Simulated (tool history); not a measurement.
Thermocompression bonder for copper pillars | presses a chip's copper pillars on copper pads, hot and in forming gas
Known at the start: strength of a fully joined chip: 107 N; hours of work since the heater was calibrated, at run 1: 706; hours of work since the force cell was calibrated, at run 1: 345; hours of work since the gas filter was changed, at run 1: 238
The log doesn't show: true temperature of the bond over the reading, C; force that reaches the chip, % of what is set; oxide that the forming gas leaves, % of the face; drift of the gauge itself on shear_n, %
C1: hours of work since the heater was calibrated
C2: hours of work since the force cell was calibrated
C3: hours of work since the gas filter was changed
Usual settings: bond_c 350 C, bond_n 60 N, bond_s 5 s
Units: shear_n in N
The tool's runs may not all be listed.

Run 1, hour 0: usual settings; C1 706; C2 345; C3 238. Result: shear_n 41.7 N.
Run 2, hour 27.7: usual settings; C1 720; C2 359; C3 252. Result: shear_n 41.5 N.
Run 3, hour 85.7: usual settings; C1 749; C2 388; C3 281. Result: shear_n 41.4 N.
Run 4, hour 124.7: usual settings; C1 768; C2 407; C3 300. Result: shear_n 41.7 N.
At hour 142.9: forming gas filter changed.
Run 5, hour 167.7: usual settings; C1 789; C2 428; C3 12. Result: shear_n 41.9 N.
Run 6, hour 232.5: usual settings but bond_s 6 s; C1 821; C2 460; C3 44. Result: shear_n 44.8 N.
Run 7, hour 297.9: usual settings but bond_s 6 s; C1 854; C2 493; C3 77. Result: shear_n 44.8 N.
Run 8, hour 352: usual settings but bond_s 14 s; C1 881; C2 520; C3 104. Result: shear_n 60.7 N.
Run 9, hour 380.8: usual settings but bond_s 14 s; C1 895; C2 534; C3 118. Result: shear_n 61.1 N.
Run 10, hour 445.5: usual settings; C1 927; C2 566; C3 150. Result: shear_n 42.1 N.
Run 11, hour 512.3: usual settings; C1 960; C2 599; C3 183. Result: shear_n 42.4 N.
Run 12, hour 543.4: usual settings; C1 976; C2 615; C3 199. Result: shear_n 42.5 N.
Run 13, hour 574.5: usual settings but bond_c 324 C; C1 991; C2 630; C3 214. Result: shear_n 32 N.
At hour 625.5: gauge calibrated.
Run 14, hour 635.3: usual settings; C1 1021; C2 660; C3 244. Result: shear_n 41.3 N.
Run 15, hour 677.5: usual settings; C1 1042; C2 681; C3 265. Result: shear_n 41.6 N.
Run 16, hour 735: usual settings but bond_s 10 s; C1 1071; C2 710; C3 294. Result: shear_n 53.6 N.
At hour 768.4: forming gas filter changed.
Run 17, hour 768.4: usual settings; C1 1087; C2 726; C3 0. Result: shear_n 41.7 N.
Run 18, hour 812.7: usual settings; C1 1109; C2 748; C3 22. Result: shear_n 41.9 N.
Run 19, hour 875.6: usual settings; C1 1140; C2 779; C3 53. Result: shear_n 42.1 N.
Run 20, hour 926: usual settings; C1 1165; C2 804; C3 78. Result: shear_n 41.7 N.
Run 21, hour 959: usual settings but bond_c 373 C, bond_n 53 N; C1 1181; C2 820; C3 95. Result: shear_n 48 N.
Run 22, hour 1022.9: usual settings but bond_c 346 C, bond_s 6 s; C1 1213; C2 852; C3 126. Result: shear_n 43.3 N.
Run 23, hour 1070: usual settings but bond_c 360 C, bond_n 86 N; C1 1237; C2 876; C3 150. Result: shear_n 58.9 N.
Run 24, hour 1124.6: usual settings but bond_c 377 C, bond_n 86 N, bond_s 4 s; C1 1264; C2 903; C3 177. Result: shear_n 62.9 N.
Run 25, hour 1168: usual settings but bond_c 377 C, bond_n 86 N, bond_s 4 s; C1 1285; C2 924; C3 198. Result: shear_n 63 N.
Run 26, hour 1230.3: usual settings but bond_c 368 C, bond_n 86 N; C1 1316; C2 955; C3 229. Result: shear_n 63.3 N.
Run 27, hour 1261.4: usual settings but bond_n 44 N, bond_s 4 s; C1 1331; C2 970; C3 245. Result: shear_n 30.9 N.
Run 28, hour 1295.3: usual settings but bond_c 356 C, bond_n 42 N; C1 1348; C2 987; C3 261. Result: shear_n 35 N.
Run 29, hour 1346.7: usual settings but bond_c 375 C, bond_n 42 N, bond_s 3 s; C1 1374; C2 1013; C3 287. Result: shear_n 34.7 N.
At hour 1394.4: forming gas filter changed.
Run 30, hour 1395.4: usual settings but bond_c 329 C, bond_n 69 N, bond_s 3 s; C1 1398; C2 1037; C3 1. Result: shear_n 30.6 N.
Run 31, hour 1434: usual settings but bond_c 329 C, bond_n 69 N, bond_s 3 s; C1 1417; C2 1056; C3 20. Result: shear_n 30.5 N.
At hour 1445.5: force cell calibrated.
Run 32, hour 1488.1: usual settings but bond_c 337 C, bond_n 52 N, bond_s 13 s; C1 1443; C2 21; C3 46. Result: shear_n 48.9 N.
Run 33, hour 1541.8: usual settings but bond_c 326 C, bond_n 84 N, bond_s 13 s; C1 1470; C2 48; C3 72. Result: shear_n 60 N.
Run 34, hour 1591.4: usual settings but bond_c 341 C, bond_n 84 N, bond_s 13 s; C1 1494; C2 72; C3 97. Result: shear_n 68.4 N.
Run 35, hour 1627: usual settings but bond_n 79 N; C1 1512; C2 90; C3 115. Result: shear_n 52 N.
Run 36, hour 1670.8: usual settings but bond_c 354 C, bond_n 43 N, bond_s 3 s; C1 1534; C2 112; C3 136. Result: shear_n 28.8 N.
Run 37, hour 1723.7: usual settings but bond_c 362 C, bond_n 53 N; C1 1560; C2 138; C3 163. Result: shear_n 44.8 N.
Run 38, hour 1767.2: usual settings but bond_c 362 C, bond_n 53 N; C1 1581; C2 160; C3 184. Result: shear_n 45.3 N.
Run 39, hour 1813.3: usual settings but bond_c 347 C, bond_n 71 N, bond_s 8 s; C1 1604; C2 182; C3 207. Result: shear_n 56.4 N.
Run 40, hour 1879.2: usual settings but bond_c 349 C; C1 1637; C2 215; C3 240. Result: shear_n 43.4 N.

How the hidden state differs across the entries between the runs, from the last listed run before each to the first after it:
Between runs 4 and 5: forming gas filter changed (hour 142.9)
  oxide that the forming gas leaves, % of the face: 0.58 -> 0.5; drift of the gauge itself on shear_n, %: 0.59 -> 0.79
  measured less the result without the state, shear_n: +0.3 -> +0.4 N
Between runs 13 and 14: gauge calibrated (hour 625.5)
  oxide that the forming gas leaves, % of the face: 0.56 -> 0.57; drift of the gauge itself on shear_n, %: 2.73 -> 0.05
  measured less the result without the state, shear_n: +0.9 -> +0.1 N
Between runs 16 and 17: forming gas filter changed (hour 768.4)
  oxide that the forming gas leaves, % of the face: 0.58 -> 0.5; drift of the gauge itself on shear_n, %: 0.52 -> 0.68
  measured less the result without the state, shear_n: +0.3 -> +0.3 N
Between runs 29 and 30: forming gas filter changed (hour 1394.4)
  oxide that the forming gas leaves, % of the face: 0.58 -> 0.5; drift of the gauge itself on shear_n, %: 3.42 -> 3.65
  measured less the result without the state, shear_n: +1.2 -> +1.2 N
Between runs 31 and 32: force cell calibrated (hour 1445.5)
  force that reaches the chip, % of what is set: 100.1 -> 100; drift of the gauge itself on shear_n, %: 3.83 -> 4.08
  measured less the result without the state, shear_n: +1.2 -> +1.9 N
